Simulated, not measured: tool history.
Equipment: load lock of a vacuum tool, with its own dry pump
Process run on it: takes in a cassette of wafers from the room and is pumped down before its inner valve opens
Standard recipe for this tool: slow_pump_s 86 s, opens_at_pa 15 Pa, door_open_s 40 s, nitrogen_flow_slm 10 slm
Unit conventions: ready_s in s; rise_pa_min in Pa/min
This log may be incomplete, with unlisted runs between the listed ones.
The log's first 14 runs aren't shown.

run,hour,slow_pump_s,opens_at_pa,door_open_s,nitrogen_flow_slm,"incoming humidity of the room's air, %",ready_s,rise_pa_min
15,1671.9,86,15,40,10,47.6,122.4,0.049
16,1834.2,86,15,40,14,46.0,122.1,0.050
17,1919.6,86,15,40,14,41.5,122.1,0.046
18,2057.0,86,27,40,14,46.2,119.3,0.053
19,2221.7,44,23,40,7,41.3,83.3,0.060
20,2376.0,44,15,40,7,49.9,85.8,0.068
21,2459.1,44,25,122,38,44.0,82.8,0.048
22,2629.6,44,19,122,5,47.1,84.6,0.084
23,2734.7,44,19,122,5,42.0,84.2,0.076
24,2905.6,86,29,47,11,42.1,119.0,0.055
25,3042.7,86,29,47,11,45.8,118.8,0.068
26,3203.7,54,12,40,35,41.8,96.0,0.049
27,3378.6,54,12,93,5,46.1,95.8,0.080

Expected results for the next run?
28,3499.0,86,11,40,10,43.0,?,?

ready_s: 123.9 s
rise_pa_min: 0.064 Pa/min
Were there no unlogged condition in the tool, this run, its random variation unchanged, would have produced ready_s 120.8 s, rise_pa_min 0.034 Pa/min.

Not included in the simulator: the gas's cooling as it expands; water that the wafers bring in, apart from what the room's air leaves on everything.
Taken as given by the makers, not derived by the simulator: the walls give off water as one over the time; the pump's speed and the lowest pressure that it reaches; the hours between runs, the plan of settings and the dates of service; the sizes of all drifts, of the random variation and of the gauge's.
